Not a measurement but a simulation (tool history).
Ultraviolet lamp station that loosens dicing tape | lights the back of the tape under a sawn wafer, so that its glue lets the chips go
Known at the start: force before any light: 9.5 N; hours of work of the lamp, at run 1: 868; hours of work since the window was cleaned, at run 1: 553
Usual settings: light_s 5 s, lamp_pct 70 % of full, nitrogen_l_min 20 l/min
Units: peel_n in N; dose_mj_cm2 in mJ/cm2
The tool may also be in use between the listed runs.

| run | hour | light_s | lamp_pct | nitrogen_l_min | hours of work of the lamp | hours of work since the window was cleaned | peel_n | dose_mj_cm2 |
|---|---|---|---|---|---|---|---|---|
| 1 | 0 | 5 | 70 | 20 | 868 | 553 | 2.057 | 179 |
| 2 | 94.1 | 5 | 70 | 20 | 936 | 621 | 2.168 | 170 |
|  | 104.2 | window cleaned of glue's vapour |
| 3 | 151.4 | 5 | 70 | 20 | 978 | 34 | 2.028 | 178 |
| 4 | 254.2 | 5 | 70 | 20 | 1053 | 110 | 2.212 | 166 |
| 5 | 330.4 | 5 | 70 | 20 | 1109 | 165 | 2.23 | 161 |
|  | 372.7 | lamp changed |
| 6 | 433.6 | 5 | 70 | 20 | 44 | 240 | 1.028 | 271 |
| 7 | 487.4 | 5 | 70 | 20 | 84 | 279 | 1.115 | 263 |
| 8 | 563.6 | 5 | 70 | 7 | 139 | 335 | 2.345 | 257 |
| 9 | 630.5 | 5 | 70 | 7 | 188 | 384 | 2.349 | 252 |
| 10 | 730.2 | 5 | 70 | 6 | 261 | 457 | 2.649 | 242 |
| 11 | 809.6 | 5 | 70 | 11 | 319 | 515 | 2.022 | 234 |
| 12 | 904.7 | 5 | 70 | 11 | 389 | 584 | 2.125 | 225 |
| 13 | 961.5 | 5 | 70 | 11 | 430 | 626 | 2.225 | 215 |
|  | 970 | window cleaned of glue's vapour |
| 14 | 1032.5 | 5 | 70 | 11 | 482 | 46 | 2 | 236 |
| 15 | 1081.5 | 5 | 70 | 11 | 518 | 81 | 2.035 | 227 |
| 16 | 1127.9 | 9 | 91 | 9 | 551 | 115 | 0.536 | 520 |
| 17 | 1216.1 | 5 | 82 | 20 | 616 | 180 | 1.18 | 248 |
| 18 | 1268.5 | 2 | 65 | 20 | 654 | 218 | 4.849 | 79 |
| 19 | 1339.5 | 2 | 65 | 20 | 706 | 270 | 4.819 | 75 |
| 20 | 1406.7 | 5 | 65 | 8 | 755 | 319 | 3.274 | 180 |

Forecast run 21:
| 21 | 1460.2 | 3 | 70 | 6 | 794 | 358 | ? | ? |

peel_n: 5.06 N
dose_mj_cm2: 116 mJ/cm2
Without the tool's hidden state the same run would have given peel_n 3.733 N, dose_mj_cm2 175 mJ/cm2.
